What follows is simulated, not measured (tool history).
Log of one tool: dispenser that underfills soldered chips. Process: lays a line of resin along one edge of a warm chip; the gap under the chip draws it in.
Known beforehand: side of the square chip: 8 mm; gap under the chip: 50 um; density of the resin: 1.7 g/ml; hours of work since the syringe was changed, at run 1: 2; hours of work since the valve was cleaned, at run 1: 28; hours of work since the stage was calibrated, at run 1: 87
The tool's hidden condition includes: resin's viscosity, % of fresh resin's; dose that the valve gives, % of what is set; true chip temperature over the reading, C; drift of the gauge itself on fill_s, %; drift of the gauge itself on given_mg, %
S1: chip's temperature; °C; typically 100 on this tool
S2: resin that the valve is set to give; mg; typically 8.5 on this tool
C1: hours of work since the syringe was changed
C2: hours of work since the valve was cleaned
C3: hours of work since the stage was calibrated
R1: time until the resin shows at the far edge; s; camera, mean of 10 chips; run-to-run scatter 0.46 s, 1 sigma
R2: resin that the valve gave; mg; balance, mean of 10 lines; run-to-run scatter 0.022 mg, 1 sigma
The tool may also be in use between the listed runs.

run 1 day=0 | S1=100 S2=8.5 | C1=2 C2=28 C3=87 | R1=36.5 R2=8.28
run 2 day=0.35 | S1=100 S2=8.5 | C1=8 C2=34 C3=93 | R1=46.1 R2=8.25
-- day=0.517 new syringe of resin
run 3 day=0.629 | S1=100 S2=8.3 | C1=2 C2=38 C3=98 | R1=36.1 R2=7.98
-- day=0.925 dispensing valve cleaned and set on the balance
-- day=1.183 new syringe of resin
run 4 day=1.288 | S1=100 S2=8.3 | C1=2 C2=6 C3=108 | R1=37.2 R2=8.26
run 5 day=1.762 | S1=100 S2=8.5 | C1=10 C2=15 C3=117 | R1=48.2 R2=8.37
-- day=1.817 new syringe of resin
run 6 day=2.262 | S1=100 S2=8.5 | C1=8 C2=23 C3=126 | R1=44.3 R2=8.34
-- day=2.417 new syringe of resin
run 7 day=2.933 | S1=100 S2=8.5 | C1=9 C2=35 C3=137 | R1=46.7 R2=8.24
-- day=3.038 new syringe of resin
-- day=3.475 dispensing valve cleaned and set on the balance
run 8 day=3.517 | S1=100 S2=8.13 | C1=8 C2=1 C3=147 | R1=45.5 R2=8.14
-- day=3.683 new syringe of resin
run 9 day=4.117 | S1=95 S2=7.28 | C1=8 C2=11 C3=157 | R1=57.8 R2=7.22
-- day=4.3 new syringe of resin
run 10 day=4.508 | S1=95 S2=7.28 | C1=4 C2=18 C3=164 | R1=48.5 R2=7.16
-- day=4.921 new syringe of resin
run 11 day=4.983 | S1=96 S2=8.08 | C1=1 C2=26 C3=172 | R1=42.7 R2=7.95

What will run 12 give?
run 12 day=5.471 | S1=109 S2=8.93 | C1=10 C2=35 C3=181 | R1=? R2=?

R1: 32.7 s
R2: 8.65 mg
Were there no unlogged condition in the tool, this run, its random variation unchanged, would have produced R1 24.2 s, R2 8.93 mg.

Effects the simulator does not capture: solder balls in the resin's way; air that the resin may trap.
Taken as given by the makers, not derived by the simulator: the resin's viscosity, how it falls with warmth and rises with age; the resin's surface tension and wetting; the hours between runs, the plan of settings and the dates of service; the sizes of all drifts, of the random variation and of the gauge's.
